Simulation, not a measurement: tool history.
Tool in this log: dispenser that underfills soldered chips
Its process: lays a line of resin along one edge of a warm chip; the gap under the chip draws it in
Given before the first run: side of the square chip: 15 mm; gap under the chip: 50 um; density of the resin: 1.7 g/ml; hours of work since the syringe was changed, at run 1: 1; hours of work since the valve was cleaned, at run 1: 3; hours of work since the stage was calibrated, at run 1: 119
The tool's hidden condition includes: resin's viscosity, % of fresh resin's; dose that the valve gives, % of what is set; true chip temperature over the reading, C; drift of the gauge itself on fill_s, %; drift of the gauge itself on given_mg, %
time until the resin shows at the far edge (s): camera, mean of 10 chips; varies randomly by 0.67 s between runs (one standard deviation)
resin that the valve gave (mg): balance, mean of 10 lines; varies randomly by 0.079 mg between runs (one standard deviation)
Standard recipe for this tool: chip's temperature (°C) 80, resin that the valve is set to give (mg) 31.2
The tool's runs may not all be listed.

| run | hour | chip's temperature (°C) | resin that the valve is set to give (mg) | hours of work since the syringe was changed | hours of work since the valve was cleaned | hours of work since the stage was calibrated | time until the resin shows at the far edge (s) | resin that the valve gave (mg) |
|---|---|---|---|---|---|---|---|---|
| 1 | 0 | 80 | 31.2 | 1 | 3 | 119 | 64.7 | 31.23 |
| 2 | 3.6 | 82 | 31.2 | 4 | 5 | 121 | 68.4 | 30.96 |
| 3 | 8.2 | 80 | 31.2 | 7 | 8 | 124 | 85.5 | 31.04 |
|  | 8.8 | new syringe of resin |
| 4 | 12.3 | 80 | 32.9 | 2 | 11 | 127 | 65.8 | 32.59 |
| 5 | 15.9 | 80 | 32.9 | 5 | 13 | 129 | 78.1 | 32.41 |
|  | 19.2 | new syringe of resin |
| 6 | 20.8 | 80 | 32.9 | 1 | 16 | 132 | 64 | 32.38 |
| 7 | 24.6 | 68 | 31.2 | 4 | 19 | 135 | 105.8 | 30.72 |
| 8 | 28.4 | 68 | 31.2 | 6 | 21 | 137 | 119.4 | 30.57 |
|  | 29.7 | new syringe of resin |
| 9 | 33.2 | 80 | 31.2 | 2 | 24 | 140 | 68.2 | 30.45 |
| 10 | 37.6 | 78 | 31.2 | 5 | 27 | 143 | 85.4 | 30.3 |
|  | 40.1 | new syringe of resin |
| 11 | 41.1 | 80 | 31.2 | 1 | 29 | 145 | 62.2 | 30.43 |
| 12 | 44.1 | 86 | 31.2 | 3 | 31 | 147 | 58.5 | 30.37 |
| 13 | 46.8 | 86 | 31.2 | 4 | 33 | 149 | 63.5 | 30.15 |
| 14 | 48.8 | 86 | 31.2 | 6 | 34 | 150 | 69.8 | 30.12 |
|  | 50.4 | new syringe of resin |
| 15 | 52.1 | 86 | 31.2 | 1 | 36 | 152 | 52.8 | 30.1 |
| 16 | 54.4 | 86 | 31.2 | 3 | 38 | 154 | 58.3 | 30.2 |
| 17 | 58.1 | 80 | 31.2 | 5 | 40 | 156 | 79.1 | 29.97 |
|  | 60.9 | new syringe of resin |
| 18 | 62.9 | 80 | 31.2 | 1 | 43 | 159 | 62.5 | 29.93 |
| 19 | 65.4 | 88 | 31.2 | 3 | 45 | 161 | 55.4 | 29.81 |
|  | 69.4 | dispensing valve cleaned and set on the balance |
| 20 | 69.6 | 92 | 27.1 | 5 | 0 | 163 | 55.3 | 27.1 |
|  | 72.4 | new syringe of resin |
| 21 | 74.1 | 83 | 27.1 | 1 | 3 | 166 | 58.9 | 27.08 |
| 22 | 76.6 | 79 | 26.5 | 3 | 5 | 168 | 71.5 | 26.57 |
| 23 | 80.7 | 79 | 26.5 | 6 | 7 | 170 | 84.6 | 26.47 |
|  | 82.8 | new syringe of resin |
| 24 | 83.5 | 78 | 27.8 | 0 | 9 | 172 | 66.1 | 27.82 |
| 25 | 85.5 | 69 | 31.4 | 2 | 10 | 173 | 92 | 31.14 |
| 26 | 89.8 | 87 | 27.5 | 5 | 13 | 176 | 63.8 | 27.26 |
|  | 93 | new syringe of resin |
| 27 | 93 | 87 | 27.5 | 0 | 15 | 178 | 49.6 | 27.35 |
| 28 | 95.9 | 80 | 34.8 | 2 | 17 | 180 | 65.5 | 34.34 |
| 29 | 100.7 | 72 | 33.7 | 5 | 20 | 183 | 98.4 | 33.29 |
|  | 103.5 | new syringe of resin |
| 30 | 105 | 72 | 31.2 | 1 | 23 | 186 | 80.5 | 30.66 |
| 31 | 109.6 | 87 | 36.6 | 4 | 26 | 189 | 60 | 35.79 |
| 32 | 112.1 | 87 | 36.6 | 6 | 28 | 191 | 65.8 | 35.63 |
|  | 113.9 | new syringe of resin |
| 33 | 116.7 | 87 | 36.6 | 2 | 30 | 193 | 53.5 | 35.63 |
| 34 | 119.1 | 87 | 36.6 | 3 | 32 | 195 | 56.9 | 35.66 |
| 35 | 121.9 | 78 | 36.5 | 5 | 34 | 197 | 81.8 | 35.44 |
|  | 124.3 | new syringe of resin |
| 36 | 126.2 | 85 | 28.2 | 1 | 36 | 199 | 54.6 | 27.21 |
| 37 | 129.6 | 91 | 38 | 4 | 39 | 202 | 51.7 | 36.59 |

Hidden state at the last listed run before each entry between runs and at the first one after, where it differs:
Run 3 -> run 4: new syringe of resin (hour 8.8)
  resin's viscosity, % of fresh resin's: 143.7 -> 113.1; dose that the valve gives, % of what is set: 99.24 -> 98.99
  measured minus no-state result, time until the resin shows at the far edge (s): +25.9 -> +7.5; resin that the valve gave (mg): -0.24 -> -0.34
Run 5 -> run 6: new syringe of resin (hour 19.2)
  resin's viscosity, % of fresh resin's: 128.9 -> 107; dose that the valve gives, % of what is set: 98.75 -> 98.45; true chip temperature over the reading, C: 0.12 -> 0.13
  measured minus no-state result, time until the resin shows at the far edge (s): +17.4 -> +4; resin that the valve gave (mg): -0.41 -> -0.51
Run 8 -> run 9: new syringe of resin (hour 29.7)
  resin's viscosity, % of fresh resin's: 140.5 -> 114.5; dose that the valve gives, % of what is set: 97.98 -> 97.68; true chip temperature over the reading, C: 0.14 -> 0.15
  measured minus no-state result, time until the resin shows at the far edge (s): +34.2 -> +8.6; resin that the valve gave (mg): -0.63 -> -0.72
Run 10 -> run 11: new syringe of resin (hour 40.1)
  resin's viscosity, % of fresh resin's: 134.1 -> 105.1; dose that the valve gives, % of what is set: 97.39 -> 97.21; true chip temperature over the reading, C: 0.15 -> 0.16
  measured minus no-state result, time until the resin shows at the far edge (s): +21.6 -> +2.9; resin that the valve gave (mg): -0.81 -> -0.87
Run 14 -> run 15: new syringe of resin (hour 50.4)
  resin's viscosity, % of fresh resin's: 138.5 -> 107.3; dose that the valve gives, % of what is set: 96.69 -> 96.5; true chip temperature over the reading, C: 0.17 -> 0.18
  measured minus no-state result, time until the resin shows at the far edge (s): +19.4 -> +3.5; resin that the valve gave (mg): -1.03 -> -1.09
Run 17 -> run 18: new syringe of resin (hour 60.9)
  resin's viscosity, % of fresh resin's: 133 -> 105.9; dose that the valve gives, % of what is set: 96.12 -> 95.81
  measured minus no-state result, time until the resin shows at the far edge (s): +19.5 -> +3.4; resin that the valve gave (mg): -1.21 -> -1.3
Run 19 -> run 20: dispensing valve cleaned and set on the balance (hour 69.4)
  resin's viscosity, % of fresh resin's: 115.8 -> 129.9; dose that the valve gives, % of what is set: 95.67 -> 100.26
  measured minus no-state result, time until the resin shows at the far edge (s): +7.6 -> +12.4; resin that the valve gave (mg): -1.34 -> +0.07
Run 20 -> run 21: new syringe of resin (hour 72.4)
  resin's viscosity, % of fresh resin's: 129.9 -> 106.5; dose that the valve gives, % of what is set: 100.26 -> 100; true chip temperature over the reading, C: 0.2 -> 0.21
  measured minus no-state result, time until the resin shows at the far edge (s): +12.4 -> +3.3; resin that the valve gave (mg): +0.07 -> +0
Run 23 -> run 24: new syringe of resin (hour 82.8)
  resin's viscosity, % of fresh resin's: 135 -> 102.6; dose that the valve gives, % of what is set: 99.59 -> 99.43; true chip temperature over the reading, C: 0.22 -> 0.23
  measured minus no-state result, time until the resin shows at the far edge (s): +21.6 -> +1.4; resin that the valve gave (mg): -0.1 -> -0.16
Run 26 -> run 27: new syringe of resin (hour 93)
  resin's viscosity, % of fresh resin's: 128.3 -> 100.2; dose that the valve gives, % of what is set: 99.04 -> 98.84
  measured minus no-state result, time until the resin shows at the far edge (s): +13.7 -> -0.1; resin that the valve gave (mg): -0.27 -> -0.32
Run 29 -> run 30: new syringe of resin (hour 103.5)
  resin's viscosity, % of fresh resin's: 131.8 -> 105.9; dose that the valve gives, % of what is set: 98.36 -> 98.09; true chip temperature over the reading, C: 0.25 -> 0.26
  measured minus no-state result, time until the resin shows at the far edge (s): +23.2 -> +4.1; resin that the valve gave (mg): -0.55 -> -0.59
Run 32 -> run 33: new syringe of resin (hour 113.9)
  resin's viscosity, % of fresh resin's: 136.5 -> 109.8; dose that the valve gives, % of what is set: 97.63 -> 97.36; true chip temperature over the reading, C: 0.27 -> 0.28
  measured minus no-state result, time until the resin shows at the far edge (s): +17.3 -> +4.4; resin that the valve gave (mg): -0.86 -> -0.96
Run 35 -> run 36: new syringe of resin (hour 124.3)
  resin's viscosity, % of fresh resin's: 131.8 -> 105.1; dose that the valve gives, % of what is set: 97.03 -> 96.78; true chip temperature over the reading, C: 0.29 -> 0.3
  measured minus no-state result, time until the resin shows at the far edge (s): +19.4 -> +2.5; resin that the valve gave (mg): -1.09 -> -0.91
